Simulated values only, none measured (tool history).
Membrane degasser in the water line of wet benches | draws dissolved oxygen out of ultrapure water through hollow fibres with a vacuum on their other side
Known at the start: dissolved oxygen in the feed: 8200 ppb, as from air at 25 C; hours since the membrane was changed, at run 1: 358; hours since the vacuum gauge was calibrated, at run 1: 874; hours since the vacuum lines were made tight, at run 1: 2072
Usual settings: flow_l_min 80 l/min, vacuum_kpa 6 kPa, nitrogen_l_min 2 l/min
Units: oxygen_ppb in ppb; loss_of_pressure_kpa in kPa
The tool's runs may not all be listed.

| run | hour | flow_l_min | vacuum_kpa | nitrogen_l_min | hours since the membrane was changed | hours since the vacuum gauge was calibrated | hours since the vacuum lines were made tight | oxygen_ppb | loss_of_pressure_kpa |
|---|---|---|---|---|---|---|---|---|---|
| 1 | 0 | 80 | 6 | 2 | 358 | 874 | 2072 | 341.3 | 42.26 |
| 2 | 222 | 80 | 6 | 2 | 580 | 1096 | 2294 | 334.8 | 42.38 |
| 3 | 444.7 | 80 | 6 | 2 | 802 | 1318 | 2517 | 342.7 | 42.1 |
| 4 | 641.1 | 80 | 6 | 2 | 999 | 1515 | 2714 | 333.7 | 42.02 |
|  | 780.8 | seals of the vacuum lines changed |
| 5 | 867.7 | 80 | 6 | 2 | 1223 | 1739 | 87 | 342.3 | 42.73 |
| 6 | 1107.8 | 80 | 6 | 2 | 1463 | 1979 | 327 | 340 | 41.99 |
| 7 | 1250.2 | 80 | 6 | 2 | 1606 | 2122 | 469 | 343.3 | 42.31 |
| 8 | 1522.4 | 80 | 6 | 2 | 1878 | 2394 | 742 | 339.1 | 41.88 |
| 9 | 1744.5 | 54 | 5.91 | 1.88 | 2100 | 2616 | 964 | 195.2 | 28.47 |
| 10 | 1961.1 | 54 | 12.91 | 1.88 | 2317 | 2833 | 1180 | 593.5 | 28.55 |
| 11 | 2222.7 | 54 | 12.91 | 3.41 | 2578 | 3094 | 1442 | 370.3 | 28.5 |
| 12 | 2464.5 | 87 | 3.62 | 4.03 | 2820 | 3336 | 1684 | 177.2 | 46.07 |
| 13 | 2742.9 | 87 | 3.62 | 4.03 | 3098 | 3614 | 1962 | 177.3 | 45.91 |
| 14 | 2993.1 | 51 | 3.62 | 4.1 | 3349 | 3865 | 2212 | 40.2 | 27.28 |

Forecast each of these 4 alternatives for the next run:
| A | 3243.9 | 80 | 6 | 0.99 | 3599 | 4115 | 2463 | ? | ? |
| B | 3243.9 | 80 | 5.56 | 2 | 3599 | 4115 | 2463 | ? | ? |
| C | 3243.9 | 59 | 6 | 2 | 3599 | 4115 | 2463 | ? | ? |
| D | 3243.9 | 73 | 3.62 | 4.76 | 3599 | 4115 | 2463 | ? | ? |

| run | oxygen_ppb | loss_of_pressure_kpa |
|---|---|---|
| A | 483.9 | 42.23 |
| B | 309.6 | 42.27 |
| C | 216.8 | 31.26 |
| D | 111.1 | 38.42 |
Without the tool's hidden state the same runs would have given:
| run | oxygen_ppb | loss_of_pressure_kpa |
|---|---|---|
| A | 483.4 | 42.22 |
| B | 309.2 | 42.26 |
| C | 216.6 | 31.25 |
| D | 110.9 | 38.41 |
